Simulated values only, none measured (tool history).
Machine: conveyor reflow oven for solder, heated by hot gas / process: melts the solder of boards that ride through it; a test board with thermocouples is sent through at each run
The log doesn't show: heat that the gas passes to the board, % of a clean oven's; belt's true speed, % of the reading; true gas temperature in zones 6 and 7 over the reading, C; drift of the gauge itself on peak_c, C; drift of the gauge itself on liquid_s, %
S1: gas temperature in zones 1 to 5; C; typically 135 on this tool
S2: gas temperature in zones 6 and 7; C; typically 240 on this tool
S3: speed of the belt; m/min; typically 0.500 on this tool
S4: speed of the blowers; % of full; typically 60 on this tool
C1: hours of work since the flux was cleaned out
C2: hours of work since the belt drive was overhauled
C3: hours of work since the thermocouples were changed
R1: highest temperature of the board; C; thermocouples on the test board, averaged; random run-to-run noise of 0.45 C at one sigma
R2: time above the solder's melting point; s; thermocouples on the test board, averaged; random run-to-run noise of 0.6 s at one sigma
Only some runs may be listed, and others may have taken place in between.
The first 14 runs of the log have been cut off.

run,day,S1,S2,S3,S4,C1,C2,C3,R1,R2
15,14.488,128,240,0.500,54,342,150,240,208.1,46.9
# day 14.967: flux residue cleaned out of gas plates and filters
16,15.433,128,240,0.500,54,5,157,247,208.0,47.7
17,16.783,128,240,0.500,54,18,171,261,207.7,48.2
18,17.867,135,229,0.543,74,29,182,272,207.1,45.5
19,18.625,147,232,0.512,83,37,190,279,216.1,63.8
20,19.608,132,229,0.485,58,47,200,289,204.2,45.4
21,20.625,132,229,0.485,58,57,210,300,203.4,45.1
22,21.333,125,240,0.451,68,64,217,307,218.4,64.4
23,22.312,135,236,0.500,60,74,227,317,209.7,51.3
24,23.321,135,236,0.500,60,85,237,327,209.6,53.1
25,24.012,135,244,0.500,69,92,244,334,220.2,63.9
26,24.733,135,237,0.473,69,99,252,341,215.6,63.1
27,25.796,135,233,0.500,83,110,262,352,215.4,59.9
28,27.038,135,233,0.500,83,122,275,365,215.8,59.8
29,28.154,128,240,0.500,60,134,286,376,210.8,51.4
30,28.842,135,250,0.512,54,141,293,383,216.5,58.3
31,30.321,135,250,0.512,54,156,308,398,216.7,56.5

Forecast each of these 4 alternatives for the next run:
A,31.267,135,240,0.479,62,165,318,407,?,?
B,31.267,135,229,0.552,50,165,318,407,?,?
C,31.267,127,240,0.423,51,165,318,407,?,?
D,31.267,135,246,0.410,81,165,318,407,?,?

run,R1,R2
A,216.2,61.5
B,195.1,26.3
C,214.5,64.0
D,232.3,87.9
Had the tool no hidden state, the same runs would have come out as:
run,R1,R2
A,216.4,61.6
B,195.2,26.5
C,214.6,64.2
D,232.5,88.0
